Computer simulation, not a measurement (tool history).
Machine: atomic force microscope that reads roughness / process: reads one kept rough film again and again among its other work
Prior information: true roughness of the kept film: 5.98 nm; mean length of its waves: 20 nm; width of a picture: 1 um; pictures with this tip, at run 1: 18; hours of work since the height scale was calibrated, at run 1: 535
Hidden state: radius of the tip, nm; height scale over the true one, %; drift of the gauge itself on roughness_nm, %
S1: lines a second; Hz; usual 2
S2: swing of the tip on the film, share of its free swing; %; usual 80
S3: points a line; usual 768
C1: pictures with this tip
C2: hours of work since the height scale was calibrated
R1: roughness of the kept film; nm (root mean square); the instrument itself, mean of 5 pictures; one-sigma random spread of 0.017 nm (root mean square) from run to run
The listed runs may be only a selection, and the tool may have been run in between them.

run   hour    S1  S2   S3   C1    C2     R1
  1      0     2  80  768   18   535  4.141
  2   29.4     2  80  768   60   557  3.994
  3   50.5     2  80  768   90   572  3.963
  4   85.2     2  80  768  140   598  3.804
  5  101.9     2  80  768  164   611  3.751
  6  138.9  2.18  80  768  218   638  3.616
  7  166.2     2  80  312  257   658  3.467
  8  181.7     2  80  312  280   670  3.397
  9  213.7     2  80  312  326   694  3.299
 10  233.6     2  80  312  354   709   3.27
     249.6  -- new tip fitted
 11  270.5  0.93  80  312   30   736  4.195
 12  290.6  0.93  80  312   59   751  4.115
 13  323.1  0.93  80  312  106   775  3.993
 14  351.2  0.93  80  312  146   796  3.889
 15  376.1     2  80  768  182   814  3.694
 16  400.8     2  80  768  218   833  3.603
 17    434     2  80  768  265   858  3.498
 18  455.1     2  80  768  296   873  3.421
 19  472.8     2  80  768  321   886  3.366
 20  493.5  1.02  80  768  351   902  3.472
     512.1  -- new tip fitted
 21  529.2  1.02  80  768   25   928  4.291
 22  564.5     2  80  768   76   954  3.959
 23  587.8     2  65  768  109   972  4.062
 24  624.3     2  65  272  162   999   3.78
 25    663     2  65  272  218  1028  3.699
 26  688.3     2  80  768  254  1047  3.528
 27  707.7     2  80  768  282  1061  3.464
 28  735.8     2  80  768  323  1082  3.398
 29  755.1  1.25  80  768  350  1096  3.443
     773.8  -- new tip fitted
 30  781.2  0.94  70  768   10  1115  4.297
 31  802.4     2  76  768   41  1131  4.034
 32  832.6  2.35  62  827   85  1154  4.057
 33  848.3     2  80  346  107  1165  3.721
 34  876.5  0.83  80  756  148  1186  3.876
 35  911.3  0.62  79  756  198  1212  3.779

What will run 36 give?
 36  936.7  3.08  63  768  235  1231   ?

R1: 3.613 nm (root mean square)
If the tool had no hidden condition, the same run with the same run-to-run variation would have returned R1 4.365 nm (root mean square).

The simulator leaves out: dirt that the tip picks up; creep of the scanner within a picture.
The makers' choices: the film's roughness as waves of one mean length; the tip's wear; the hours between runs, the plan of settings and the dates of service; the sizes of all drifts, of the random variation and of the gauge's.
